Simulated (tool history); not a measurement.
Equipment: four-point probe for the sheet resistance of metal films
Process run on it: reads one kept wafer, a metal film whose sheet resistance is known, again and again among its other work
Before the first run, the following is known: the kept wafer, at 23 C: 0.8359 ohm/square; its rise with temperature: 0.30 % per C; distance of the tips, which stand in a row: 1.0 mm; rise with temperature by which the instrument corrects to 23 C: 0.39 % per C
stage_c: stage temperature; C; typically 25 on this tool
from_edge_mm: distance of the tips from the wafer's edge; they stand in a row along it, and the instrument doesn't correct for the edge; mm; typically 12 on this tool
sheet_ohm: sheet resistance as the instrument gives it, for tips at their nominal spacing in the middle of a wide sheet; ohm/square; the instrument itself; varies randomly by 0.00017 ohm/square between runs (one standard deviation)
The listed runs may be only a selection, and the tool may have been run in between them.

run   hour  stage_c  from_edge_mm  sheet_ohm
  1      0       25            12   0.838034
  2   15.5       25             6   0.847357
  3     39       25            12   0.837921
  4     66       25            12   0.838001
  5   88.8       25            12   0.837953
  6    103       25            12   0.837932
  7    123       25            12   0.838193
  8  145.2       25             4   0.862078
  9  160.8       25             4   0.862044
     163.5  -- stage's thermometer calibrated
 10  187.2       32            17   0.831019
 11    214       23            72   0.835902

Forecast run 12:
 12  234.6       25            17          ?

sheet_ohm: 0.835786 ohm/square
If the tool had no hidden condition, the same run with the same run-to-run variation would have returned sheet_ohm 0.835815 ohm/square.

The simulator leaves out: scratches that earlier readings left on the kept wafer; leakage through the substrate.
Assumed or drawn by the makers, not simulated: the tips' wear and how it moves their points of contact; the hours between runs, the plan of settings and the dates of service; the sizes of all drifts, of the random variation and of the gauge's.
